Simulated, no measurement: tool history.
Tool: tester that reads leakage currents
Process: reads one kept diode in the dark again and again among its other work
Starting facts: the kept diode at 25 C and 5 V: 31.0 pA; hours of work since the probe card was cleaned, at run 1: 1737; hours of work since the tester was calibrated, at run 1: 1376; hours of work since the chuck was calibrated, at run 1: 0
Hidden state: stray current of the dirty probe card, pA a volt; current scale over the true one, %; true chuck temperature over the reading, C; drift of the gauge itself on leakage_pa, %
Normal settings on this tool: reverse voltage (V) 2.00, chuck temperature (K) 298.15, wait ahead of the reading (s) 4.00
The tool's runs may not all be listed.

run	hour	reverse voltage (V)	chuck temperature (K)	wait ahead of the reading (s)	hours of work since the probe card was cleaned	hours of work since the tester was calibrated	hours of work since the chuck was calibrated	current that the tester gives (pA)
1	0.0	2.00	298.15	4.00	1737	1376	0	26.26
2	165.3	2.00	298.15	4.00	1822	1461	85	26.57
3	369.1	2.00	298.15	4.00	1927	1566	190	26.89
4	590.2	2.00	298.15	4.00	2041	1680	303	27.19
5	730.6	2.00	298.15	4.00	2113	1752	376	27.53
6	917.2	2.00	298.15	4.00	2209	1848	472	27.84
7	1056.9	2.00	298.15	4.00	2281	1920	543	28.22
8	1318.2	5.00	298.15	4.00	2415	2054	678	45.26
9	1551.3	5.00	298.15	4.00	2535	2174	797	45.60
10	1684.1	5.00	298.15	4.00	2603	2242	866	46.36
11	1845.3	5.00	298.15	4.00	2686	2325	949	46.80
12	1958.6	5.00	298.15	4.00	2744	2383	1007	47.57
# hour 2146.7: probe card cleaned and baked
13	2146.7	5.00	298.15	4.00	0	2478	1102	33.09
# hour 2170.9: chuck's temperature calibrated
14	2379.9	5.00	298.15	4.00	119	2597	107	34.17
15	2537.8	5.00	298.15	4.00	200	2678	189	34.74
16	2658.7	5.00	298.15	4.00	262	2741	251	35.03
17	2900.6	2.00	302.15	4.00	387	2865	375	35.02
18	3030.5	2.00	302.15	4.00	453	2932	442	35.06
# hour 3126.8: chuck's temperature calibrated, once more
19	3197.7	2.00	330.15	4.00	538	3017	36	242.43
20	3357.1	2.00	330.15	4.00	620	3099	118	246.06
# hour 3374.6: tester calibrated
21	3574.2	2.00	330.15	4.00	731	103	229	247.72
22	3818.6	2.00	298.15	2.22	856	228	355	25.10
23	4058.5	2.00	312.15	4.88	980	352	478	71.88
24	4295.8	2.00	312.15	4.88	1102	474	600	72.54
25	4542.5	1.99	311.15	0.38	1229	600	727	69.57
26	4800.9	1.99	311.15	0.38	1361	733	860	69.82
27	5060.0	1.36	295.15	0.38	1495	866	993	19.20
28	5218.1	1.36	295.15	0.38	1576	948	1074	19.51
29	5404.9	1.36	324.15	0.38	1672	1044	1170	152.83
30	5571.9	1.36	324.15	0.38	1758	1130	1256	153.29
31	5819.3	1.53	300.15	3.97	1885	1257	1383	29.30
32	5945.2	1.53	300.15	3.97	1950	1322	1448	29.72
33	6152.9	1.53	300.15	3.97	2056	1428	1555	29.78
34	6345.3	3.83	304.15	0.38	2155	1527	1654	61.09
35	6589.9	3.20	304.15	9.18	2281	1653	1779	55.06

Alternative continuations, all from the tool just after run 35; predict every row:
A	6830.5	1.11	298.15	0.59	2405	1777	1903	?
B	6830.5	2.89	333.15	0.45	2405	1777	1903	?
C	6830.5	9.62	304.15	2.59	2405	1777	1903	?
D	6830.5	2.85	317.15	4.00	2405	1777	1903	?

run	current that the tester gives (pA)
A	23.60
B	374.12
C	94.86
D	130.55
With no hidden state in the tool, these same runs would have given:
run	current that the tester gives (pA)
A	18.71
B	336.13
C	63.91
D	111.93

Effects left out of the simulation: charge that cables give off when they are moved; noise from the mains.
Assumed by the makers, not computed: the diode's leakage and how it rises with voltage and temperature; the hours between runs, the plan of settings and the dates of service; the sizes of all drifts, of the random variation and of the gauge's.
